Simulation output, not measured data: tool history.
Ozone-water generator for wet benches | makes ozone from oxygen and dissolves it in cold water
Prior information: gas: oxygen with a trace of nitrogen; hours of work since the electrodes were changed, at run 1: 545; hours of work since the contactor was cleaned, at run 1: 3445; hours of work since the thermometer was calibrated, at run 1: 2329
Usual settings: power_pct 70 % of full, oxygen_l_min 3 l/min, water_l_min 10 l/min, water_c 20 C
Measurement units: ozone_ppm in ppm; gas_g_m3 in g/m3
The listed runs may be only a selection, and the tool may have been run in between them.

| run | hour | power_pct | oxygen_l_min | water_l_min | water_c | hours of work since the electrodes were changed | hours of work since the contactor was cleaned | hours of work since the thermometer was calibrated | ozone_ppm | gas_g_m3 |
|---|---|---|---|---|---|---|---|---|---|---|
| 1 | 0 | 70 | 3 | 10 | 20 | 545 | 3445 | 2329 | 23.7 | 190.3 |
| 2 | 21.9 | 56 | 3 | 10 | 20 | 559 | 3459 | 2343 | 20.9 | 167 |
| 3 | 46.3 | 56 | 3 | 10 | 20 | 575 | 3475 | 2359 | 21 | 165.5 |
| 4 | 75.6 | 56 | 3 | 10 | 20 | 594 | 3494 | 2378 | 20.8 | 165.6 |
| 5 | 114.1 | 56 | 3 | 10 | 20 | 620 | 3520 | 2404 | 20.8 | 167.8 |
| 6 | 155.2 | 56 | 3 | 10 | 20 | 647 | 3547 | 2431 | 21 | 167.7 |
| 7 | 174.2 | 56 | 3 | 10 | 20 | 659 | 3559 | 2443 | 20.8 | 168.3 |
| 8 | 207.6 | 56 | 4.59 | 8 | 20 | 681 | 3581 | 2465 | 24.6 | 145 |
| 9 | 249.5 | 56 | 4.59 | 8 | 20 | 709 | 3609 | 2493 | 24.8 | 143.9 |
| 10 | 277.5 | 96 | 2.47 | 8 | 13 | 727 | 3627 | 2511 | 35.5 | 243.1 |
| 11 | 302.1 | 96 | 2.47 | 8 | 13 | 744 | 3643 | 2528 | 36 | 245.1 |
| 12 | 330.2 | 96 | 2.47 | 8 | 13 | 762 | 3662 | 2546 | 35.8 | 245.5 |
| 13 | 350.7 | 96 | 2.47 | 8 | 13 | 776 | 3675 | 2560 | 35.6 | 241.1 |

4 ways to go on from here, each from the tool as it stands after run 13. What would each give?
| A | 380.6 | 96 | 1.56 | 8 | 13 | 795 | 3695 | 2579 | ? | ? |
| B | 380.6 | 70 | 3 | 10 | 15 | 795 | 3695 | 2579 | ? | ? |
| C | 380.6 | 70 | 3 | 10 | 28 | 795 | 3695 | 2579 | ? | ? |
| D | 380.6 | 84 | 1.94 | 12 | 13 | 795 | 3695 | 2579 | ? | ? |

| run | ozone_ppm | gas_g_m3 |
|---|---|---|
| A | 31.7 | 288 |
| B | 25.5 | 192.1 |
| C | 20.8 | 192.6 |
| D | 22.4 | 250.6 |
Had the tool no hidden state, the same runs would have come out as:
| run | ozone_ppm | gas_g_m3 |
|---|---|---|
| A | 31.7 | 285.5 |
| B | 25.5 | 190.4 |
| C | 20.8 | 190.9 |
| D | 22.4 | 248.5 |
